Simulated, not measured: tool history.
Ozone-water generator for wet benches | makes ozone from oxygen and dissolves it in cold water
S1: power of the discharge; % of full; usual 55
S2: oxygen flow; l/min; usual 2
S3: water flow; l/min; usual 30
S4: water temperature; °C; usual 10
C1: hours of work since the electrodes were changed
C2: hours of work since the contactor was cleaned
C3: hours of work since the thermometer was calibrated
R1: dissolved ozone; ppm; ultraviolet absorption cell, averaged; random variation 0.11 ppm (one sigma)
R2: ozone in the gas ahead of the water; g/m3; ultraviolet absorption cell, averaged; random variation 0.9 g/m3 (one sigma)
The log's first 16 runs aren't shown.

{"run": 17, "day": 15.117, "S1": 51, "S2": 2, "S3": 30, "S4": 6, "C1": 707, "C2": 1075, "C3": 2217, "R1": 6.6, "R2": 143.8}
{"run": 18, "day": 16.412, "S1": 51, "S2": 1.84, "S3": 30, "S4": 7, "C1": 728, "C2": 1097, "C3": 2238, "R1": 6.3, "R2": 149.2}
{"run": 19, "day": 17.508, "S1": 51, "S2": 1.84, "S3": 30, "S4": 7, "C1": 747, "C2": 1115, "C3": 2257, "R1": 6.1, "R2": 149.8}
{"run": 20, "day": 18.762, "S1": 51, "S2": 1.84, "S3": 30, "S4": 7, "C1": 768, "C2": 1136, "C3": 2278, "R1": 6.3, "R2": 150.4}
{"run": 21, "day": 20.033, "S1": 65, "S2": 1.04, "S3": 32, "S4": 10, "C1": 789, "C2": 1158, "C3": 2299, "R1": 5.9, "R2": 262.5}
{"run": 22, "day": 21.1, "S1": 87, "S2": 1.04, "S3": 24, "S4": 10, "C1": 807, "C2": 1176, "C3": 2317, "R1": 10.9, "R2": 325.7}
{"run": 23, "day": 22.117, "S1": 55, "S2": 2.85, "S3": 30, "S4": 10, "C1": 824, "C2": 1193, "C3": 2334, "R1": 7.2, "R2": 121.4}
{"run": 24, "day": 22.721, "S1": 55, "S2": 1.82, "S3": 34, "S4": 15, "C1": 834, "C2": 1203, "C3": 2344, "R1": 5.4, "R2": 159.6}
{"run": 25, "day": 23.621, "S1": 55, "S2": 1.48, "S3": 34, "S4": 15, "C1": 850, "C2": 1218, "C3": 2359, "R1": 5.4, "R2": 182.3}
{"run": 26, "day": 24.383, "S1": 55, "S2": 1.48, "S3": 34, "S4": 15, "C1": 862, "C2": 1231, "C3": 2372, "R1": 5.3, "R2": 186.4}
{"run": 27, "day": 25.675, "S1": 86, "S2": 2, "S3": 30, "S4": 17, "C1": 884, "C2": 1252, "C3": 2394, "R1": 9.1, "R2": 210.4}
{"run": 28, "day": 27.0, "S1": 79, "S2": 1.85, "S3": 30, "S4": 10, "C1": 906, "C2": 1275, "C3": 2416, "R1": 8.5, "R2": 208.6}
{"run": 29, "day": 27.683, "S1": 79, "S2": 1.85, "S3": 27, "S4": 10, "C1": 918, "C2": 1286, "C3": 2428, "R1": 10.1, "R2": 209.6}
{"run": 30, "day": 28.692, "S1": 79, "S2": 1.85, "S3": 27, "S4": 10, "C1": 935, "C2": 1303, "C3": 2445, "R1": 9.8, "R2": 207.6}
{"run": 31, "day": 29.825, "S1": 79, "S2": 1.85, "S3": 27, "S4": 10, "C1": 954, "C2": 1322, "C3": 2464, "R1": 10.2, "R2": 208.6}
{"run": 32, "day": 30.938, "S1": 43, "S2": 3.19, "S3": 30, "S4": 12, "C1": 973, "C2": 1341, "C3": 2482, "R1": 6.2, "R2": 92.7}

Forecast each of these 5 alternatives for the next run:
{"run": "A", "day": 32.0, "S1": 65, "S2": 2, "S3": 38, "S4": 12, "C1": 990, "C2": 1359, "C3": 2500, "R1": "?", "R2": "?"}
{"run": "B", "day": 32.0, "S1": 43, "S2": 3.19, "S3": 34, "S4": 12, "C1": 990, "C2": 1359, "C3": 2500, "R1": "?", "R2": "?"}
{"run": "C", "day": 32.0, "S1": 86, "S2": 3.19, "S3": 42, "S4": 18, "C1": 990, "C2": 1359, "C3": 2500, "R1": "?", "R2": "?"}
{"run": "D", "day": 32.0, "S1": 43, "S2": 1.97, "S3": 23, "S4": 8, "C1": 990, "C2": 1359, "C3": 2500, "R1": "?", "R2": "?"}
{"run": "E", "day": 32.0, "S1": 42, "S2": 1.12, "S3": 30, "S4": 14, "C1": 990, "C2": 1359, "C3": 2500, "R1": "?", "R2": "?"}

run=A R1=5.5 R2=170.6
run=B R1=5.3 R2=92.5
run=C R1=6.8 R2=155.6
run=D R1=7.6 R2=125.6
run=E R1=4.6 R2=179.6
Without the tool's hidden state the same runs would have given:
run=A R1=5.5 R2=170.7
run=B R1=5.3 R2=92.5
run=C R1=6.8 R2=155.6
run=D R1=7.6 R2=125.6
run=E R1=4.6 R2=179.6

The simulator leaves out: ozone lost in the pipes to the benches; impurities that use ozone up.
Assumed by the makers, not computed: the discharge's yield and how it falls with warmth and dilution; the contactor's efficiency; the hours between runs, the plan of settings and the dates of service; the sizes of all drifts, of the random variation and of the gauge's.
